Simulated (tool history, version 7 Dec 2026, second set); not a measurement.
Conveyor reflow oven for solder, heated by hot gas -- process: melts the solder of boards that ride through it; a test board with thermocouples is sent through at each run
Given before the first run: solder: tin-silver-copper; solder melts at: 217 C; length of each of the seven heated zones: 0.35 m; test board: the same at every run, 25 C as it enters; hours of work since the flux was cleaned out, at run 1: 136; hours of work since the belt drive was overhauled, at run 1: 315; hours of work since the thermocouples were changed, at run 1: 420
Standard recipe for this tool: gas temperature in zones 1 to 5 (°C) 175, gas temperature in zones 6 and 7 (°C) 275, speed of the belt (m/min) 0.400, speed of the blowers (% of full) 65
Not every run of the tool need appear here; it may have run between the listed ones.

run   hour  gas temperature in zones 1 to 5 (°C)  gas temperature in zones 6 and 7 (°C)  speed of the belt (m/min)  speed of the blowers (% of full)  hours of work since the flux was cleaned out  hours of work since the belt drive was overhauled  hours of work since the thermocouples were changed  highest temperature of the board (°C)  time above the solder's melting point (s)
  1    0.0                                   175                                    275                      0.400                                65                                           136                                                315                                                 420                                  261.0                                       88.4
  2   29.3                                   175                                    275                      0.400                                65                                           159                                                338                                                 443                                  261.0                                       88.2
  3   59.5                                   188                                    275                      0.400                                65                                           183                                                361                                                 467                                  262.6                                       96.2
  4   76.1                                   175                                    275                      0.400                                71                                           196                                                375                                                 480                                  261.5                                       89.7
  5  106.1                                   175                                    275                      0.400                                71                                           220                                                398                                                 503                                  262.1                                       89.2
  6  128.6                                   175                                    275                      0.400                                71                                           238                                                416                                                 521                                  261.8                                       89.4
  7  147.9                                   175                                    275                      0.400                                65                                           253                                                431                                                 536                                  259.9                                       87.8
  8  174.0                                   175                                    275                      0.363                                65                                           274                                                452                                                 557                                  263.0                                       99.7
  9  195.5                                   175                                    275                      0.363                                65                                           290                                                469                                                 574                                  262.1                                       99.8
 10  216.9                                   175                                    275                      0.363                                65                                           307                                                486                                                 591                                  263.1                                       99.7
     243.6  -- flux residue cleaned out of gas plates and filters
 11  244.7                                   175                                    275                      0.363                                65                                             1                                                503                                                 609                                  262.3                                       99.2
 12  259.9                                   175                                    275                      0.400                                65                                            13                                                515                                                 621                                  259.9                                       87.1
 13  294.0                                   175                                    271                      0.376                                82                                            40                                                542                                                 647                                  260.9                                       94.9
 14  313.9                                   175                                    271                      0.376                                82                                            55                                                558                                                 663                                  260.3                                       94.8
 15  338.4                                   175                                    282                      0.400                                76                                            75                                                577                                                 682                                  267.5                                       93.7
 16  364.6                                   175                                    282                      0.400                                76                                            95                                                598                                                 703                                  268.0                                       93.5
 17  388.3                                   175                                    271                      0.400                                76                                           114                                                617                                                 722                                  257.7                                       86.3
 18  414.0                                   176                                    267                      0.395                                72                                           134                                                637                                                 742                                  253.1                                       84.1
 19  428.2                                   176                                    267                      0.395                                72                                           146                                                648                                                 753                                  253.4                                       84.2
     447.8  -- flux residue cleaned out of gas plates and filters, once more
 20  460.4                                   172                                    267                      0.395                                72                                            10                                                670                                                 775                                  255.0                                       84.6
 21  488.5                                   179                                    284                      0.400                                87                                            32                                                692                                                 797                                  273.2                                       99.0
 22  506.6                                   181                                    275                      0.400                                55                                            46                                                706                                                 811                                  258.6                                       89.4
 23  521.6                                   164                                    280                      0.400                                55                                            58                                                718                                                 823                                  260.7                                       83.1
 24  545.2                                   164                                    280                      0.432                                73                                            77                                                736                                                 842                                  262.8                                       79.3

Alternative continuations, all from the tool just after run 24; predict every row:
  A  563.8                                   163                                    287                      0.432                                73                                            91                                                751                                                 856                                      ?                                          ?
  B  563.8                                   163                                    275                      0.400                                76                                            91                                                751                                                 856                                      ?                                          ?
  C  563.8                                   176                                    275                      0.470                                66                                            91                                                751                                                 856                                      ?                                          ?
  D  563.8                                   184                                    280                      0.432                                73                                            91                                                751                                                 856                                      ?                                          ?
  E  563.8                                   160                                    266                      0.433                                73                                            91                                                751                                                 856                                      ?                                          ?

run  highest temperature of the board (°C)  time above the solder's melting point (s)
  A                                  268.5                                       82.8
  B                                  261.2                                       84.6
  C                                  255.5                                       71.5
  D                                  265.7                                       89.0
  E                                  249.9                                       66.5
Had the tool no hidden state, the same runs would have come out as:
run  highest temperature of the board (°C)  time above the solder's melting point (s)
  A                                  271.5                                       83.5
  B                                  264.1                                       85.7
  C                                  258.3                                       72.7
  D                                  268.6                                       89.5
  E                                  252.8                                       68.4

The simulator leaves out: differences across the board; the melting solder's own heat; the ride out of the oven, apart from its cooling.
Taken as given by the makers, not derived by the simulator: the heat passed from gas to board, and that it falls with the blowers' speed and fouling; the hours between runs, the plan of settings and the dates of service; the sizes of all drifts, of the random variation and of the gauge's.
